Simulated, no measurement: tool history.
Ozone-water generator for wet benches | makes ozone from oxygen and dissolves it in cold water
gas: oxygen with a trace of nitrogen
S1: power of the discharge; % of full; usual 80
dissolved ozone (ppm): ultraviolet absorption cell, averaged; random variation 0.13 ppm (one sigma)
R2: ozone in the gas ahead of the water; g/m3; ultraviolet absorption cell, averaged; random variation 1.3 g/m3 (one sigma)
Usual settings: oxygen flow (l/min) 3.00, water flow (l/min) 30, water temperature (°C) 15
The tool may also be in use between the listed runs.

Run 1, hour 0.0: usual settings. Result: dissolved ozone (ppm) 14.6, R2 232.0 g/m3.
Run 2, hour 18.4: usual settings. Result: dissolved ozone (ppm) 14.4, R2 231.5 g/m3.
Run 3, hour 35.0: usual settings but water flow (l/min) 18. Result: dissolved ozone (ppm) 22.2, R2 230.6 g/m3.
Run 4, hour 63.5: usual settings but water flow (l/min) 18. Result: dissolved ozone (ppm) 22.4, R2 231.2 g/m3.
Run 5, hour 92.2: usual settings but water flow (l/min) 18. Result: dissolved ozone (ppm) 22.4, R2 231.4 g/m3.
Run 6, hour 121.4: usual settings but water flow (l/min) 18. Result: dissolved ozone (ppm) 22.2, R2 235.2 g/m3.
Run 7, hour 150.9: usual settings but water flow (l/min) 18. Result: dissolved ozone (ppm) 22.0, R2 230.9 g/m3.
Run 8, hour 179.5: usual settings but water flow (l/min) 18. Result: dissolved ozone (ppm) 22.2, R2 231.4 g/m3.
Run 9, hour 194.0: usual settings but water temperature (°C) 10. Result: dissolved ozone (ppm) 14.8, R2 232.3 g/m3.
Run 10, hour 227.2: usual settings but oxygen flow (l/min) 2.56, water temperature (°C) 23. Result: dissolved ozone (ppm) 13.3, R2 259.6 g/m3.
Run 11, hour 258.3: usual settings but oxygen flow (l/min) 2.56, water temperature (°C) 23. Result: dissolved ozone (ppm) 13.7, R2 259.4 g/m3.
Run 12, hour 287.2: usual settings but S1 77 % of full, oxygen flow (l/min) 4.08, water flow (l/min) 24, water temperature (°C) 7. Result: dissolved ozone (ppm) 19.0, R2 184.7 g/m3.
Run 13, hour 302.1: usual settings but oxygen flow (l/min) 4.66. Result: dissolved ozone (ppm) 15.0, R2 172.7 g/m3.
Run 14, hour 322.4: usual settings but oxygen flow (l/min) 4.66. Result: dissolved ozone (ppm) 14.9, R2 172.3 g/m3.
Run 15, hour 351.0: usual settings but oxygen flow (l/min) 4.66, water flow (l/min) 39. Result: dissolved ozone (ppm) 11.8, R2 171.8 g/m3.
Run 16, hour 374.9: usual settings but oxygen flow (l/min) 4.66, water flow (l/min) 39. Result: dissolved ozone (ppm) 11.9, R2 173.3 g/m3.
Run 17, hour 399.7: usual settings but oxygen flow (l/min) 4.66, water flow (l/min) 39. Result: dissolved ozone (ppm) 11.8, R2 174.0 g/m3.

Forecast each of these 3 alternatives for the next run:
Run A, hour 424.6: usual settings but S1 48 % of full, oxygen flow (l/min) 4.66, water flow (l/min) 39. Result: dissolved ozone (ppm) ?, R2 ?.
Run B, hour 424.6: usual settings but oxygen flow (l/min) 4.66, water flow (l/min) 21, water temperature (°C) 8. Result: dissolved ozone (ppm) ?, R2 ?.
Run C, hour 424.6: usual settings but oxygen flow (l/min) 2.29. Result: dissolved ozone (ppm) ?, R2 ?.

run  dissolved ozone (ppm)     R2
  A                    8.9  128.7
  B                   21.3  174.0
  C                   14.1  278.7
Without the tool's hidden state the same runs would have given:
run  dissolved ozone (ppm)     R2
  A                    8.9  126.7
  B                   21.3  171.3
  C                   14.1  274.4
